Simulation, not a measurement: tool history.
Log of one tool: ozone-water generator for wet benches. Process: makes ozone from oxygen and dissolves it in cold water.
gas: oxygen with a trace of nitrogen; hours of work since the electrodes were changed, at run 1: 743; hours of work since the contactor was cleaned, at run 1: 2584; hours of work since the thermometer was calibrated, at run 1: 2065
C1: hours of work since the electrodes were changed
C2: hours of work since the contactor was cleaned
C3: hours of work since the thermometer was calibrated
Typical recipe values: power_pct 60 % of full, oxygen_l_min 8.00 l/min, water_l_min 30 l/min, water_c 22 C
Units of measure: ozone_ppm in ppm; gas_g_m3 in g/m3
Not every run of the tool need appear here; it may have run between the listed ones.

{"run": 1, "hour": 0.0, "power_pct": 60, "oxygen_l_min": 8.0, "water_l_min": 30, "water_c": 22, "C1": 743, "C2": 2584, "C3": 2065, "ozone_ppm": 17.0, "gas_g_m3": 181.8}
{"run": 2, "hour": 65.9, "power_pct": 60, "oxygen_l_min": 8.0, "water_l_min": 30, "water_c": 22, "C1": 804, "C2": 2645, "C3": 2126, "ozone_ppm": 16.9, "gas_g_m3": 181.6}
{"run": 3, "hour": 124.3, "power_pct": 60, "oxygen_l_min": 13.56, "water_l_min": 30, "water_c": 22, "C1": 858, "C2": 2699, "C3": 2180, "ozone_ppm": 16.6, "gas_g_m3": 140.9}
{"run": 4, "hour": 160.5, "power_pct": 60, "oxygen_l_min": 8.0, "water_l_min": 30, "water_c": 22, "C1": 891, "C2": 2732, "C3": 2214, "ozone_ppm": 16.7, "gas_g_m3": 181.5}
{"run": 5, "hour": 198.2, "power_pct": 60, "oxygen_l_min": 8.0, "water_l_min": 30, "water_c": 26, "C1": 926, "C2": 2767, "C3": 2248, "ozone_ppm": 15.6, "gas_g_m3": 179.4}
{"run": 6, "hour": 228.6, "power_pct": 60, "oxygen_l_min": 8.0, "water_l_min": 30, "water_c": 26, "C1": 954, "C2": 2795, "C3": 2276, "ozone_ppm": 15.7, "gas_g_m3": 179.7}
{"run": 7, "hour": 266.2, "power_pct": 60, "oxygen_l_min": 8.0, "water_l_min": 30, "water_c": 26, "C1": 989, "C2": 2830, "C3": 2311, "ozone_ppm": 15.8, "gas_g_m3": 178.6}
{"run": 8, "hour": 318.2, "power_pct": 60, "oxygen_l_min": 8.0, "water_l_min": 30, "water_c": 22, "C1": 1037, "C2": 2878, "C3": 2359, "ozone_ppm": 16.4, "gas_g_m3": 179.4}
{"run": 9, "hour": 365.1, "power_pct": 60, "oxygen_l_min": 8.0, "water_l_min": 30, "water_c": 22, "C1": 1080, "C2": 2921, "C3": 2402, "ozone_ppm": 16.5, "gas_g_m3": 178.4}
{"run": 10, "hour": 426.5, "power_pct": 60, "oxygen_l_min": 5.85, "water_l_min": 44, "water_c": 22, "C1": 1137, "C2": 2978, "C3": 2459, "ozone_ppm": 10.6, "gas_g_m3": 204.7}
{"run": 11, "hour": 454.3, "power_pct": 56, "oxygen_l_min": 5.85, "water_l_min": 44, "water_c": 22, "C1": 1163, "C2": 3003, "C3": 2485, "ozone_ppm": 10.4, "gas_g_m3": 200.0}
{"run": 12, "hour": 484.6, "power_pct": 74, "oxygen_l_min": 9.77, "water_l_min": 44, "water_c": 19, "C1": 1191, "C2": 3031, "C3": 2513, "ozone_ppm": 13.3, "gas_g_m3": 179.9}
{"run": 13, "hour": 523.1, "power_pct": 74, "oxygen_l_min": 9.77, "water_l_min": 44, "water_c": 19, "C1": 1226, "C2": 3067, "C3": 2548, "ozone_ppm": 13.1, "gas_g_m3": 180.2}
{"run": 14, "hour": 554.3, "power_pct": 74, "oxygen_l_min": 4.35, "water_l_min": 31, "water_c": 19, "C1": 1255, "C2": 3096, "C3": 2577, "ozone_ppm": 16.5, "gas_g_m3": 258.6}
{"run": 15, "hour": 604.6, "power_pct": 72, "oxygen_l_min": 13.89, "water_l_min": 29, "water_c": 21, "C1": 1301, "C2": 3142, "C3": 2624, "ozone_ppm": 18.6, "gas_g_m3": 149.8}
{"run": 16, "hour": 657.4, "power_pct": 42, "oxygen_l_min": 13.89, "water_l_min": 29, "water_c": 30, "C1": 1350, "C2": 3191, "C3": 2672, "ozone_ppm": 11.8, "gas_g_m3": 116.3}
{"run": 17, "hour": 686.6, "power_pct": 73, "oxygen_l_min": 9.79, "water_l_min": 46, "water_c": 19, "C1": 1377, "C2": 3218, "C3": 2699, "ozone_ppm": 12.3, "gas_g_m3": 177.9}

4 options for the next run, each taken on its own from the tool as it stands now. Forecast them:
{"run": "A", "hour": 723.3, "power_pct": 73, "oxygen_l_min": 5.12, "water_l_min": 46, "water_c": 19, "C1": 1411, "C2": 3252, "C3": 2733, "ozone_ppm": "?", "gas_g_m3": "?"}
{"run": "B", "hour": 723.3, "power_pct": 44, "oxygen_l_min": 8.0, "water_l_min": 30, "water_c": 22, "C1": 1411, "C2": 3252, "C3": 2733, "ozone_ppm": "?", "gas_g_m3": "?"}
{"run": "C", "hour": 723.3, "power_pct": 73, "oxygen_l_min": 9.79, "water_l_min": 45, "water_c": 18, "C1": 1411, "C2": 3252, "C3": 2733, "ozone_ppm": "?", "gas_g_m3": "?"}
{"run": "D", "hour": 723.3, "power_pct": 73, "oxygen_l_min": 9.79, "water_l_min": 46, "water_c": 21, "C1": 1411, "C2": 3252, "C3": 2733, "ozone_ppm": "?", "gas_g_m3": "?"}

run=A ozone_ppm=10.7 gas_g_m3=234.2
run=B ozone_ppm=13.9 gas_g_m3=152.7
run=C ozone_ppm=12.7 gas_g_m3=174.9
run=D ozone_ppm=12.0 gas_g_m3=175.5
Take away the tool's hidden state, keep each run's random variation, and the runs would have read:
run=A ozone_ppm=12.3 gas_g_m3=249.5
run=B ozone_ppm=15.6 gas_g_m3=160.2
run=C ozone_ppm=14.6 gas_g_m3=186.3
run=D ozone_ppm=13.7 gas_g_m3=186.9
